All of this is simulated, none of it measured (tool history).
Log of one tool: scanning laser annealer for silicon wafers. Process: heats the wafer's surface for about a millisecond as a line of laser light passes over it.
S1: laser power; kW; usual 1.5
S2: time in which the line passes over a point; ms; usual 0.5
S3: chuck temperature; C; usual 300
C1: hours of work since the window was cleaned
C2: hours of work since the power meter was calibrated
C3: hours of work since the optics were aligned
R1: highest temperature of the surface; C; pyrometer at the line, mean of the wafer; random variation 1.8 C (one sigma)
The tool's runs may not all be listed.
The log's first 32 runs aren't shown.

run,day,S1,S2,S3,C1,C2,C3,R1
33,63.171,1.45,0.5,323,861,1615,589,1039
34,65.108,1.5,0.448,312,886,1641,615,1008
35,67.362,1.5,0.43,334,916,1671,645,1015
36,68.662,1.5,0.43,334,934,1688,662,1012
37,70.038,1.5,0.43,334,952,1706,680,1009
38,72.45,1.53,0.42,303,984,1739,712,984
# day 73.571: window over the wafer cleaned
39,74.65,1.552,0.364,295,14,1767,741,962
40,76.758,1.552,0.364,295,42,1795,769,960
41,79.008,1.324,0.478,312,72,1825,799,979

Forecast each of these 3 alternatives for the next run:
# day 80.208: optics aligned, line set to its width
A,80.712,1.287,0.462,287,92,1845,7,?
# day 80.208: optics aligned, line set to its width
B,80.712,1.418,0.614,283,92,1845,7,?
# day 80.208: optics aligned, line set to its width
C,80.712,1.5,0.6,297,92,1845,7,?

run,R1
A,930
B,1104
C,1154
Without the tool's hidden state the same runs would have given:
run,R1
A,927
B,1101
C,1151
